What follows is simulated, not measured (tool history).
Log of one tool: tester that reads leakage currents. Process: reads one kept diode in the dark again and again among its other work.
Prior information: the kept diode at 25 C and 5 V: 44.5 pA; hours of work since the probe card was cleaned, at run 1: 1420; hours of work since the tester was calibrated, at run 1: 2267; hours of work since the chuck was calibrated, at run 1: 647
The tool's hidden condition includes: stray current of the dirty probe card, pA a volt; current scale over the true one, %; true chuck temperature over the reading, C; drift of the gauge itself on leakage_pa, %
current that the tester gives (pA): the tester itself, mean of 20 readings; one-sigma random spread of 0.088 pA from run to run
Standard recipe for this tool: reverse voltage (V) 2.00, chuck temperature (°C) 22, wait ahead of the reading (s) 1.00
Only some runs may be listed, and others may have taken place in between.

run,hour,reverse voltage (V),chuck temperature (°C),wait ahead of the reading (s),hours of work since the probe card was cleaned,hours of work since the tester was calibrated,hours of work since the chuck was calibrated,current that the tester gives (pA)
1,0.0,2.00,22,1.00,1420,2267,647,23.85
# hour 9.7: tester calibrated
2,45.1,2.00,22,1.00,1447,22,674,23.92
3,73.5,2.00,22,1.00,1465,40,691,23.97
4,109.3,2.00,22,1.00,1487,62,714,23.82
5,163.4,2.00,22,2.33,1521,96,748,23.88
6,199.1,2.00,22,2.33,1543,119,770,23.66
7,243.7,2.00,22,2.33,1571,147,798,23.78
8,287.9,2.00,22,2.33,1599,174,826,23.76
9,342.1,2.00,22,0.30,1633,208,860,24.29
10,395.7,2.00,22,0.30,1666,242,893,24.43
11,428.2,2.00,22,5.20,1687,262,913,23.80
12,460.9,2.00,22,5.20,1707,283,934,23.89
13,515.0,9.26,27,5.20,1741,316,968,67.95
14,560.8,2.00,58,3.73,1770,345,997,342.42
15,587.2,2.00,58,3.73,1786,362,1013,343.04
16,630.3,1.48,22,1.00,1813,389,1040,21.09
17,674.3,1.48,22,1.00,1841,416,1068,21.15
18,728.5,3.10,42,2.43,1875,450,1102,135.97
19,770.9,3.10,42,2.43,1901,477,1128,135.72
20,799.7,3.50,36,0.48,1919,495,1146,91.68

Alternative continuations, all from the tool just after run 20; predict every row:
A,822.5,2.00,41,1.00,1934,509,1160,?
B,822.5,3.50,36,6.96,1934,509,1160,?
C,822.5,9.80,22,1.00,1934,509,1160,?

run,current that the tester gives (pA)
A,104.89
B,90.90
C,46.98
Without the tool's hidden state the same runs would have given:
run,current that the tester gives (pA)
A,105.06
B,91.05
C,47.03
